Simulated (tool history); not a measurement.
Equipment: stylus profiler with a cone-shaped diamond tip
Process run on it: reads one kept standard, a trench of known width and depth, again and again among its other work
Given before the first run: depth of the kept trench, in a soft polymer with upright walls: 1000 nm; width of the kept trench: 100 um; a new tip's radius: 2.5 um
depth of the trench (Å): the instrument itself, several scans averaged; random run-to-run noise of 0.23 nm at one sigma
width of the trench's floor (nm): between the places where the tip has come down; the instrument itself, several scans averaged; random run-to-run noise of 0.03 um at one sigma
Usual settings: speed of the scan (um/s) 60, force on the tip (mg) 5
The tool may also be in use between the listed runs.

run	hour	speed of the scan (um/s)	force on the tip (mg)	depth of the trench (Å)	width of the trench's floor (nm)
1	0	60	5	10104.4	93490
2	76	60	5	10104.4	93430
3	174.9	60	5	10109	93410
4	227.5	60	5	10105.8	93300
5	278.6	60	11.23	10184.4	93370
6	363.7	60	11.23	10183.2	93300
7	420.3	60	11.23	10186.6	93200
8	470.3	60	11.23	10186.8	93210
9	516.4	60	5.94	10130.6	93070
10	617.3	30	5	10120.1	93090
11	695.3	171	5	10118.2	92610
12	792.5	171	5	10118.3	92520
13	846.8	171	5	10118	92540
14	916.4	171	5	10128.7	92390
15	987.1	93	5	10129.9	92610
16	1042.9	60	5	10122.3	92670
17	1117.5	60	5	10128.1	92620
18	1170.2	60	5	10130.7	92530
19	1213.7	16	5	10131.6	92680
20	1285.5	16	5	10127.9	92580
21	1336.4	17	5	10129.2	92520
22	1407.6	17	5	10133	92470
# hour 1417.7: height scale calibrated on a step standard
23	1509.8	17	5	10149.9	92490
24	1594.2	17	5	10147.6	92320
25	1654.4	19	14.96	10264.2	92350
# hour 1664.3: new tip fitted, height scale calibrated
26	1726.7	19	14.96	10218.5	95910
# hour 1765.8: height scale calibrated on a step standard, once more
27	1818.2	19	14.96	10210.5	95830
28	1912.7	60	4.5	10099	95580
29	1981.6	60	4.5	10098.4	95430
30	2066.2	30	2.09	10060.5	95390
31	2112.5	30	2.09	10063.6	95310
32	2218.3	24	2.45	10069	95230
33	2265	24	2.45	10070.7	95150
34	2338.8	137	5.81	10122.4	94820
35	2425.6	137	4.44	10106.3	94640
36	2493.3	31	2.09	10069.4	94890
37	2577	181	12.25	10200.1	94590
38	2661.2	70	11.52	10196.4	94750
39	2755.1	70	11.52	10194.7	94570
40	2800.9	70	11.52	10197.6	94500
41	2856.4	18	6.77	10145.7	94620
42	2908.7	31	11.34	10197.4	94510
43	3003.3	17	8.38	10166.1	94440
44	3062.4	47	4.43	10119.9	94270
45	3152.6	31	1.73	10076.1	94190
46	3206.3	130	5.31	10132.3	93860

Consider 3 possible next runs. They are alternatives, not a sequence: every one starts from the tool as it was left by run 46. What does each give?
A	3267.7	83	1.9	?	?
B	3267.7	16	3.21	?	?
C	3267.7	72	3.72	?	?

run	depth of the trench (Å)	width of the trench's floor (nm)
A	10081.4	93810
B	10107	94160
C	10113.9	93980
The same runs, with their run-to-run variation unchanged, on a tool lacking any hidden condition would have given:
run	depth of the trench (Å)	width of the trench's floor (nm)
A	10051.6	95610
B	10077.2	95960
C	10084.1	95780

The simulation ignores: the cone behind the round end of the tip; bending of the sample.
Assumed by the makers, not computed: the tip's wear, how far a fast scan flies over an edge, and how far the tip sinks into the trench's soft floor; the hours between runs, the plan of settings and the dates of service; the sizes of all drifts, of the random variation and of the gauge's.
